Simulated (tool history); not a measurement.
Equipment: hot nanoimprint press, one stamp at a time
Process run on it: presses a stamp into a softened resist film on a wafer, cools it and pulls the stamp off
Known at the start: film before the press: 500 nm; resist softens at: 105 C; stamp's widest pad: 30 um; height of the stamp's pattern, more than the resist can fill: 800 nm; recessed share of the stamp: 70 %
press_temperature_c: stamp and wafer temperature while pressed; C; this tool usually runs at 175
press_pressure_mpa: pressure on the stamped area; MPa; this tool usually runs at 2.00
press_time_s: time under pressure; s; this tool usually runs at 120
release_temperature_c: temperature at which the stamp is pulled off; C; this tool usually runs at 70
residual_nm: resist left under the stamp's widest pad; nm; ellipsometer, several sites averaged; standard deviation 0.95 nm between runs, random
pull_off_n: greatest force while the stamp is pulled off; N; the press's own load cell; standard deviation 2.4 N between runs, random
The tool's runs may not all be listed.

run 1 hour=0.0 | press_temperature_c=175 press_pressure_mpa=2.00 press_time_s=120 release_temperature_c=70 | residual_nm=194.5 pull_off_n=108
run 2 hour=5.2 | press_temperature_c=175 press_pressure_mpa=2.00 press_time_s=120 release_temperature_c=70 | residual_nm=194.8 pull_off_n=110
run 3 hour=11.2 | press_temperature_c=175 press_pressure_mpa=2.00 press_time_s=120 release_temperature_c=70 | residual_nm=195.1 pull_off_n=105
run 4 hour=19.6 | press_temperature_c=175 press_pressure_mpa=2.00 press_time_s=120 release_temperature_c=70 | residual_nm=195.5 pull_off_n=111
run 5 hour=25.4 | press_temperature_c=175 press_pressure_mpa=2.00 press_time_s=120 release_temperature_c=70 | residual_nm=194.9 pull_off_n=109
run 6 hour=34.9 | press_temperature_c=175 press_pressure_mpa=2.00 press_time_s=120 release_temperature_c=70 | residual_nm=193.1 pull_off_n=113
run 7 hour=42.0 | press_temperature_c=175 press_pressure_mpa=2.00 press_time_s=120 release_temperature_c=70 | residual_nm=196.0 pull_off_n=108
run 8 hour=51.0 | press_temperature_c=175 press_pressure_mpa=2.00 press_time_s=120 release_temperature_c=70 | residual_nm=195.6 pull_off_n=110
run 9 hour=57.0 | press_temperature_c=175 press_pressure_mpa=2.00 press_time_s=120 release_temperature_c=70 | residual_nm=196.9 pull_off_n=110
run 10 hour=61.6 | press_temperature_c=175 press_pressure_mpa=2.00 press_time_s=120 release_temperature_c=70 | residual_nm=195.4 pull_off_n=110
run 11 hour=69.7 | press_temperature_c=175 press_pressure_mpa=1.75 press_time_s=120 release_temperature_c=70 | residual_nm=209.2 pull_off_n=107
run 12 hour=76.3 | press_temperature_c=175 press_pressure_mpa=1.52 press_time_s=120 release_temperature_c=70 | residual_nm=224.4 pull_off_n=110
run 13 hour=81.1 | press_temperature_c=175 press_pressure_mpa=1.52 press_time_s=120 release_temperature_c=70 | residual_nm=222.2 pull_off_n=109
run 14 hour=85.1 | press_temperature_c=175 press_pressure_mpa=1.52 press_time_s=120 release_temperature_c=70 | residual_nm=223.0 pull_off_n=111
run 15 hour=90.9 | press_temperature_c=165 press_pressure_mpa=2.00 press_time_s=120 release_temperature_c=70 | residual_nm=296.9 pull_off_n=107
run 16 hour=95.2 | press_temperature_c=165 press_pressure_mpa=2.00 press_time_s=120 release_temperature_c=70 | residual_nm=295.7 pull_off_n=112
run 17 hour=100.3 | press_temperature_c=176 press_pressure_mpa=1.39 press_time_s=89 release_temperature_c=77 | residual_nm=250.2 pull_off_n=91
run 18 hour=106.4 | press_temperature_c=176 press_pressure_mpa=1.39 press_time_s=89 release_temperature_c=77 | residual_nm=251.2 pull_off_n=93
run 19 hour=110.7 | press_temperature_c=170 press_pressure_mpa=1.39 press_time_s=136 release_temperature_c=77 | residual_nm=270.1 pull_off_n=95
run 20 hour=115.0 | press_temperature_c=170 press_pressure_mpa=1.39 press_time_s=136 release_temperature_c=77 | residual_nm=269.8 pull_off_n=97
run 21 hour=121.3 | press_temperature_c=169 press_pressure_mpa=1.32 press_time_s=97 release_temperature_c=62 | residual_nm=316.7 pull_off_n=128
run 22 hour=125.7 | press_temperature_c=169 press_pressure_mpa=1.32 press_time_s=97 release_temperature_c=62 | residual_nm=318.3 pull_off_n=127
run 23 hour=129.9 | press_temperature_c=175 press_pressure_mpa=1.52 press_time_s=120 release_temperature_c=70 | residual_nm=224.6 pull_off_n=111
run 24 hour=138.0 | press_temperature_c=175 press_pressure_mpa=2.25 press_time_s=120 release_temperature_c=74 | residual_nm=189.6 pull_off_n=101
-- hour=148.8 stamp cleaned and given a new release coat
run 25 hour=153.0 | press_temperature_c=175 press_pressure_mpa=1.93 press_time_s=120 release_temperature_c=74 | residual_nm=200.9 pull_off_n=97
run 26 hour=159.0 | press_temperature_c=175 press_pressure_mpa=1.93 press_time_s=120 release_temperature_c=74 | residual_nm=202.3 pull_off_n=105
run 27 hour=165.1 | press_temperature_c=187 press_pressure_mpa=1.93 press_time_s=63 release_temperature_c=74 | residual_nm=164.4 pull_off_n=103
run 28 hour=170.3 | press_temperature_c=187 press_pressure_mpa=1.93 press_time_s=63 release_temperature_c=74 | residual_nm=165.9 pull_off_n=105
-- hour=175.8 gauge calibrated
run 29 hour=179.2 | press_temperature_c=187 press_pressure_mpa=1.93 press_time_s=63 release_temperature_c=74 | residual_nm=159.7 pull_off_n=100
run 30 hour=186.2 | press_temperature_c=187 press_pressure_mpa=1.93 press_time_s=168 release_temperature_c=74 | residual_nm=104.5 pull_off_n=101

Selected run-to-run steps in residual_nm, each split into two signed amounts: the part the tool would show with no hidden state at all (from settings, incoming material and random variation), and the remainder, which goes to the hidden state together with any gauge scatter not common to the measured and the hidden-state-free results:
Hidden state at play: true temperature over the reading, C; pressure that arrives at the usual setting, %; grip of the stamp's worn release coat, % over a new coat's; drift of the gauge itself on residual_nm, %; drift of the gauge itself on pull_off_n, %.
Run 14 -> 15: press_temperature_c 175 -> 165, press_pressure_mpa 1.52 -> 2.00. residual_nm +73.9 nm: hidden state +1.3, all else +72.6.
Run 22 -> 23: press_temperature_c 169 -> 175, press_pressure_mpa 1.32 -> 1.52, press_time_s 97 -> 120, release_temperature_c 62 -> 70. residual_nm -93.7 nm: hidden state -1.7, all else -92.0.
Run 28 -> 29: gauge calibrated. residual_nm -6.2 nm: hidden state -4.4, all else -1.8.
Run 29 -> 30: press_time_s 63 -> 168. residual_nm -55.2 nm: hidden state +0.1, all else -55.3.

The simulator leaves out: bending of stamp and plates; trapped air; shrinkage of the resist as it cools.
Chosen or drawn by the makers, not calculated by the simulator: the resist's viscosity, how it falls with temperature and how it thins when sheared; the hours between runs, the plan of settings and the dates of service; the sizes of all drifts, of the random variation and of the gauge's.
